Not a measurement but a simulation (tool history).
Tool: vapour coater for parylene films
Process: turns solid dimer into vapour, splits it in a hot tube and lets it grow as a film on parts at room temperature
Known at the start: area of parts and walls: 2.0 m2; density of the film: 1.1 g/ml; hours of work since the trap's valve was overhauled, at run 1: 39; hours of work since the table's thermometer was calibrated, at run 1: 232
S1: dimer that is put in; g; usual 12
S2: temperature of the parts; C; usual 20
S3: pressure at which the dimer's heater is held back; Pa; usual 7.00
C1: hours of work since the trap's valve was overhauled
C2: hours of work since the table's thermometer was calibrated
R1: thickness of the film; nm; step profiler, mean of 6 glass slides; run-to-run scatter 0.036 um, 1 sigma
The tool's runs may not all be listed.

| run | hour | S1 | S2 | S3 | C1 | C2 | R1 |
|---|---|---|---|---|---|---|---|
| 1 | 0.0 | 12 | 20 | 7.00 | 39 | 232 | 3780 |
| 2 | 16.6 | 12 | 20 | 7.00 | 45 | 239 | 3750 |
| 3 | 36.9 | 12 | 20 | 7.00 | 54 | 247 | 3870 |
| 4 | 50.5 | 12 | 20 | 5.83 | 59 | 253 | 3890 |
| 5 | 71.5 | 12 | 20 | 7.00 | 68 | 262 | 3820 |
| 6 | 84.6 | 9 | 20 | 7.00 | 74 | 267 | 2850 |
| 7 | 101.9 | 12 | 20 | 7.00 | 81 | 274 | 3710 |
| 8 | 116.4 | 12 | 20 | 7.00 | 87 | 280 | 3750 |
| 9 | 134.0 | 12 | 22 | 7.00 | 94 | 288 | 3630 |
| 10 | 148.9 | 12 | 22 | 7.00 | 100 | 294 | 3600 |
| 11 | 168.4 | 12 | 22 | 7.00 | 109 | 302 | 3670 |
| 12 | 190.7 | 22 | 20 | 7.00 | 118 | 311 | 6880 |
| 13 | 200.4 | 12 | 26 | 7.00 | 122 | 315 | 3420 |
| 14 | 219.9 | 12 | 26 | 7.00 | 130 | 323 | 3370 |
| 15 | 230.9 | 12 | 20 | 7.00 | 135 | 328 | 3840 |
| 16 | 243.8 | 12 | 20 | 6.50 | 140 | 333 | 3840 |
| 17 | 259.0 | 12 | 20 | 3.53 | 146 | 340 | 4500 |
| 18 | 274.8 | 12 | 20 | 7.00 | 153 | 346 | 3740 |
| 19 | 292.1 | 12 | 20 | 7.00 | 160 | 353 | 3800 |
| 20 | 310.9 | 12 | 20 | 7.00 | 168 | 361 | 3780 |
| 21 | 321.0 | 12 | 20 | 7.00 | 172 | 365 | 3690 |
| 22 | 338.1 | 12 | 20 | 7.00 | 179 | 373 | 3760 |
| 23 | 359.8 | 12 | 20 | 7.00 | 188 | 382 | 3790 |
| 24 | 382.0 | 12 | 20 | 7.00 | 197 | 391 | 3790 |
| 25 | 395.0 | 12 | 20 | 7.00 | 203 | 396 | 3790 |
| 26 | 412.3 | 12 | 20 | 7.00 | 210 | 403 | 3790 |
| 27 | 424.1 | 12 | 20 | 11.33 | 215 | 408 | 3380 |
| 28 | 445.4 | 5 | 29 | 3.17 | 224 | 417 | 1610 |
| 29 | 457.1 | 5 | 29 | 3.17 | 229 | 422 | 1670 |
| 30 | 466.2 | 16 | 24 | 3.00 | 232 | 426 | 5800 |
| 31 | 478.3 | 16 | 24 | 3.00 | 237 | 431 | 5750 |
| 32 | 498.5 | 8 | 20 | 7.00 | 246 | 439 | 2530 |
| 33 | 508.3 | 8 | 20 | 7.00 | 250 | 443 | 2500 |
| 34 | 525.7 | 20 | 25 | 7.00 | 257 | 451 | 5750 |
| 35 | 535.4 | 20 | 25 | 7.00 | 261 | 455 | 5790 |
| 36 | 548.0 | 20 | 25 | 7.00 | 266 | 460 | 5750 |
| 37 | 558.2 | 13 | 20 | 7.00 | 271 | 464 | 4040 |
| 38 | 571.2 | 5 | 15 | 5.86 | 276 | 470 | 1810 |
| 39 | 585.3 | 5 | 12 | 11.82 | 282 | 475 | 1590 |
| 40 | 606.3 | 12 | 20 | 11.96 | 291 | 484 | 3260 |
| 41 | 620.2 | 7 | 20 | 6.84 | 296 | 490 | 2240 |
| 42 | 642.5 | 7 | 20 | 6.84 | 306 | 499 | 2190 |
| 43 | 658.1 | 7 | 20 | 6.79 | 312 | 506 | 2200 |
| 44 | 676.8 | 20 | 15 | 5.72 | 320 | 513 | 7260 |
| 45 | 690.6 | 10 | 22 | 7.00 | 326 | 519 | 3110 |
| 46 | 707.4 | 9 | 17 | 7.00 | 333 | 526 | 3020 |
| 47 | 718.2 | 5 | 12 | 7.65 | 337 | 531 | 1770 |

Forecast each of these 3 alternatives for the next run:
| A | 731.0 | 10 | 30 | 8.71 | 343 | 536 | ? |
| B | 731.0 | 12 | 16 | 7.00 | 343 | 536 | ? |
| C | 731.0 | 12 | 14 | 7.00 | 343 | 536 | ? |

| run | R1 |
|---|---|
| A | 2470 |
| B | 4050 |
| C | 4210 |
What these runs would have given with no unlogged condition in the tool:
| run | R1 |
|---|---|
| A | 2480 |
| B | 4060 |
| C | 4220 |

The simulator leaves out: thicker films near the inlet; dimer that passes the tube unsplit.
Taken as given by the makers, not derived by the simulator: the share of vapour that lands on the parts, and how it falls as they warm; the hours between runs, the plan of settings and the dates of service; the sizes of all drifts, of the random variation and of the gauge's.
